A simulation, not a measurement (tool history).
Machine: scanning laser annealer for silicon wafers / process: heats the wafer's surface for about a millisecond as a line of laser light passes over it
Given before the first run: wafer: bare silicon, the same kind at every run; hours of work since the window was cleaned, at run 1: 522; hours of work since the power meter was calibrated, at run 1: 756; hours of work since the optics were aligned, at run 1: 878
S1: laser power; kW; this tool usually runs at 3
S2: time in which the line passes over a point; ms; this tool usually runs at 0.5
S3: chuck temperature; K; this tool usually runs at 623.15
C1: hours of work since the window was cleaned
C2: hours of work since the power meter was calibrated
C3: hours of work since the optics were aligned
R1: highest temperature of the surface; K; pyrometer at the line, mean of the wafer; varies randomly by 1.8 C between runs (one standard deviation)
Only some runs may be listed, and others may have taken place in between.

Run 1, hour 0: usual settings; C1 522; C2 756; C3 878. Result: R1 1316.15 K.
At hour 36.4: window over the wafer cleaned.
Run 2, hour 84: usual settings but S1 3.277 kW; C1 21; C2 792; C3 914. Result: R1 1415.15 K.
At hour 123.6: optics aligned, line set to its width.
Run 3, hour 144: usual settings but S1 3.277 kW; C1 45; C2 816; C3 9. Result: R1 1422.15 K.
Run 4, hour 201.3: usual settings but S1 3.277 kW; C1 70; C2 841; C3 34. Result: R1 1422.15 K.
Run 5, hour 264.9: usual settings; C1 98; C2 869; C3 62. Result: R1 1329.15 K.
Run 6, hour 365.8: usual settings; C1 142; C2 913; C3 106. Result: R1 1331.15 K.
Run 7, hour 445.6: usual settings; C1 176; C2 948; C3 141. Result: R1 1328.15 K.
Run 8, hour 517.2: usual settings; C1 208; C2 979; C3 172. Result: R1 1327.15 K.
Run 9, hour 579.6: usual settings but S3 604.15 K; C1 235; C2 1006; C3 199. Result: R1 1308.15 K.
Run 10, hour 675: usual settings but S3 604.15 K; C1 276; C2 1048; C3 241. Result: R1 1307.15 K.
Run 11, hour 750.4: usual settings but S2 0.377 ms; C1 309; C2 1081; C3 274. Result: R1 1243.15 K.
Run 12, hour 840.6: usual settings but S2 0.377 ms; C1 349; C2 1120; C3 313. Result: R1 1241.15 K.
Run 13, hour 903: usual settings but S2 0.377 ms; C1 376; C2 1147; C3 340. Result: R1 1242.15 K.
Run 14, hour 974.6: usual settings but S2 0.377 ms; C1 407; C2 1179; C3 371. Result: R1 1235.15 K.
Run 15, hour 1034: usual settings; C1 433; C2 1204; C3 397. Result: R1 1316.15 K.
Run 16, hour 1103.8: usual settings but S3 626.15 K; C1 464; C2 1235; C3 428. Result: R1 1325.15 K.
Run 17, hour 1184.9: usual settings but S3 626.15 K; C1 499; C2 1270; C3 463. Result: R1 1322.15 K.
Run 18, hour 1232: usual settings but S3 626.15 K; C1 519; C2 1291; C3 484. Result: R1 1317.15 K.
At hour 1271.4: window over the wafer cleaned.
Run 19, hour 1313.9: usual settings; C1 19; C2 1326; C3 519. Result: R1 1335.15 K.
Run 20, hour 1392.3: usual settings but S3 593.15 K; C1 53; C2 1360; C3 553. Result: R1 1301.15 K.
Run 21, hour 1478.3: usual settings but S2 0.481 ms, S3 616.15 K; C1 90; C2 1397; C3 590. Result: R1 1308.15 K.
Run 22, hour 1573.9: usual settings but S1 2.788 kW, S2 0.564 ms, S3 631.15 K; C1 132; C2 1439; C3 632. Result: R1 1301.15 K.
Run 23, hour 1643: usual settings but S1 2.904 kW, S2 0.573 ms, S3 596.15 K; C1 162; C2 1469; C3 662. Result: R1 1316.15 K.
Run 24, hour 1720.1: usual settings but S1 2.904 kW, S2 0.531 ms, S3 621.15 K; C1 196; C2 1503; C3 696. Result: R1 1310.15 K.
Run 25, hour 1775.4: usual settings but S1 2.904 kW, S2 0.531 ms, S3 621.15 K; C1 220; C2 1527; C3 720. Result: R1 1313.15 K.
Run 26, hour 1868.8: usual settings but S2 0.402 ms, S3 618.15 K; C1 261; C2 1568; C3 761. Result: R1 1249.15 K.
Run 27, hour 1934.1: usual settings but S2 0.402 ms, S3 618.15 K; C1 289; C2 1596; C3 789. Result: R1 1254.15 K.
Run 28, hour 2032.2: usual settings but S2 0.402 ms, S3 618.15 K; C1 332; C2 1639; C3 832. Result: R1 1248.15 K.
Run 29, hour 2120.6: usual settings but S2 0.402 ms, S3 618.15 K; C1 371; C2 1678; C3 870. Result: R1 1251.15 K.
Run 30, hour 2220.9: usual settings but S2 0.402 ms, S3 618.15 K; C1 414; C2 1721; C3 914. Result: R1 1248.15 K.
At hour 2257.8: optics aligned, line set to its width.
Run 31, hour 2291.9: usual settings but S1 3.284 kW, S2 0.44 ms, S3 605.15 K; C1 443; C2 1750; C3 15. Result: R1 1344.15 K.
Run 32, hour 2393.3: usual settings but S1 3.284 kW, S2 0.44 ms, S3 605.15 K; C1 487; C2 1795; C3 59. Result: R1 1350.15 K.
Run 33, hour 2485.1: usual settings but S1 3.088 kW, S2 0.538 ms; C1 527; C2 1835; C3 99. Result: R1 1371.15 K.
At hour 2504.4: window over the wafer cleaned.
Run 34, hour 2579.5: usual settings but S1 3.088 kW, S2 0.538 ms; C1 33; C2 1875; C3 139. Result: R1 1385.15 K.
Run 35, hour 2662.2: usual settings but S1 2.684 kW; C1 69; C2 1911; C3 176. Result: R1 1230.15 K.
Run 36, hour 2705.8: usual settings but S1 2.684 kW; C1 88; C2 1930; C3 195. Result: R1 1233.15 K.
Run 37, hour 2785.4: usual settings but S3 588.15 K; C1 123; C2 1965; C3 229. Result: R1 1293.15 K.
Run 38, hour 2846.5: usual settings but S3 588.15 K; C1 149; C2 1991; C3 256. Result: R1 1295.15 K.
Run 39, hour 2942.8: usual settings but S1 3.108 kW, S2 0.516 ms, S3 588.15 K; C1 191; C2 2033; C3 298. Result: R1 1334.15 K.
Run 40, hour 2990.6: usual settings but S1 3.108 kW, S2 0.516 ms, S3 588.15 K; C1 212; C2 2054; C3 319. Result: R1 1331.15 K.

What if the next run were any one of these 5? Each begins from the tool's condition after run 40:
Run A, hour 3052: usual settings but S3 659.15 K; C1 239; C2 2081; C3 346. Result: R1 ?.
Run B, hour 3052: usual settings but S2 0.42 ms, S3 641.15 K; C1 239; C2 2081; C3 346. Result: R1 ?.
Run C, hour 3052: usual settings but S1 3.108 kW, S2 0.527 ms, S3 643.15 K; C1 239; C2 2081; C3 346. Result: R1 ?.
Run D, hour 3052: usual settings but S1 2.699 kW, S2 0.434 ms, S3 621.15 K; C1 239; C2 2081; C3 346. Result: R1 ?.
Run E, hour 3052: usual settings but S2 0.375 ms; C1 239; C2 2081; C3 346. Result: R1 ?.

run       R1
  A  1359.15
  B  1287.15
  C  1393.15
  D  1188.15
  E  1240.15
Without the tool's hidden state the same runs would have given:
run       R1
  A  1369.15
  B  1296.15
  C  1403.15
  D  1195.15
  E  1248.15
